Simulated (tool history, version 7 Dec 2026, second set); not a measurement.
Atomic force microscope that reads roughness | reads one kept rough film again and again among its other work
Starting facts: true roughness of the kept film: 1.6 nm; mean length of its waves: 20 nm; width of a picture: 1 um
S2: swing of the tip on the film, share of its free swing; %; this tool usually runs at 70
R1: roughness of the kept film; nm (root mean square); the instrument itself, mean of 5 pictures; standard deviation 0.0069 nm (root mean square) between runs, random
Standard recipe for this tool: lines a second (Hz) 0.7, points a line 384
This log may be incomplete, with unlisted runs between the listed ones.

run 1 day=0 | lines_a_second_(Hz)=0.7 S2=70 points_a_line=384 | R1=1.343
run 2 day=0.621 | lines_a_second_(Hz)=1.083 S2=70 points_a_line=384 | R1=1.308
run 3 day=1.088 | lines_a_second_(Hz)=1.083 S2=70 points_a_line=384 | R1=1.305
run 4 day=1.45 | lines_a_second_(Hz)=0.7 S2=70 points_a_line=442 | R1=1.327
run 5 day=1.808 | lines_a_second_(Hz)=0.7 S2=70 points_a_line=770 | R1=1.339
run 6 day=2.221 | lines_a_second_(Hz)=0.7 S2=70 points_a_line=770 | R1=1.331
run 7 day=2.975 | lines_a_second_(Hz)=0.7 S2=70 points_a_line=770 | R1=1.316
run 8 day=3.379 | lines_a_second_(Hz)=1.129 S2=78 points_a_line=770 | R1=1.228
run 9 day=4 | lines_a_second_(Hz)=1.129 S2=78 points_a_line=770 | R1=1.229
-- day=4.1 height scale calibrated on a step standard
run 10 day=4.696 | lines_a_second_(Hz)=0.7 S2=59 points_a_line=289 | R1=1.298
run 11 day=5.175 | lines_a_second_(Hz)=0.7 S2=59 points_a_line=289 | R1=1.294
-- day=5.629 new tip fitted
-- day=5.721 height scale calibrated on a step standard, once more
run 12 day=5.771 | lines_a_second_(Hz)=3.484 S2=71 points_a_line=600 | R1=1.186
run 13 day=6.292 | lines_a_second_(Hz)=3.484 S2=71 points_a_line=600 | R1=1.183

Predict each of these 4 candidate next runs independently; none follows another, all start after run 13:
run A day=6.638 | lines_a_second_(Hz)=0.518 S2=70 points_a_line=277 | R1=?
run B day=6.638 | lines_a_second_(Hz)=2.013 S2=74 points_a_line=355 | R1=?
run C day=6.638 | lines_a_second_(Hz)=0.529 S2=84 points_a_line=741 | R1=?
run D day=6.638 | lines_a_second_(Hz)=0.7 S2=58 points_a_line=753 | R1=?

run=A R1=1.375
run=B R1=1.217
run=C R1=1.354
run=D R1=1.427
Take away the tool's hidden state, keep each run's random variation, and the runs would have read:
run=A R1=1.392
run=B R1=1.232
run=C R1=1.371
run=D R1=1.444
